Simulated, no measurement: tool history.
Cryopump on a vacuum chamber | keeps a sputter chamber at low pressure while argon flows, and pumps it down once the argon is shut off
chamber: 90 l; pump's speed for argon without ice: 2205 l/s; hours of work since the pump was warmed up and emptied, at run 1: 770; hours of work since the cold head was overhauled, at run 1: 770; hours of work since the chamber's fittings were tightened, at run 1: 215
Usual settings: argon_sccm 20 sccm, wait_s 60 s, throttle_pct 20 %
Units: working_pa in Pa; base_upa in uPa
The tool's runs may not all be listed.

run,hour,argon_sccm,wait_s,throttle_pct,hours of work since the pump was warmed up and emptied,hours of work since the cold head was overhauled,hours of work since the chamber's fittings were tightened,working_pa,base_upa
1,0,20,60,20,770,770,215,0.0795,0.86
2,38.9,20,60,20,804,804,249,0.0794,0.94
# hour 68.7: pump warmed up, emptied and cooled again
3,72.8,20,60,20,4,829,274,0.0771,0.84
4,132.6,20,60,20,56,882,327,0.0771,0.95
5,173,20,60,20,91,917,362,0.0772,0.95
6,230,20,60,20,141,967,412,0.0778,1.08
7,285.8,20,60,20,190,1016,461,0.0779,1.05
8,330.1,20,60,37,229,1054,500,0.0423,1.12
9,361.8,16,67,20,257,1082,528,0.0622,1.16
10,413.2,16,67,20,302,1127,573,0.0629,1.19
11,465.8,35,26,20,348,1173,619,0.1368,1.87
12,492.1,36,60,22,371,1196,642,0.1283,1.29
13,547.4,20,160,20,419,1245,690,0.0782,1.06
14,593.4,11,22,18,459,1285,730,0.0477,2.14
15,622.7,13,60,16,485,1311,756,0.0638,1.44

Forecast each of these 3 alternatives for the next run:
A,648.4,13,60,33,508,1333,779,?,?
B,648.4,20,60,18,508,1333,779,?,?
C,648.4,28,69,20,508,1333,779,?,?

run,working_pa,base_upa
A,0.0315,1.53
B,0.0876,1.45
C,0.109,1.43
Without the tool's hidden state the same runs would have given:
run,working_pa,base_upa
A,0.0303,0.57
B,0.0857,0.55
C,0.1064,0.51

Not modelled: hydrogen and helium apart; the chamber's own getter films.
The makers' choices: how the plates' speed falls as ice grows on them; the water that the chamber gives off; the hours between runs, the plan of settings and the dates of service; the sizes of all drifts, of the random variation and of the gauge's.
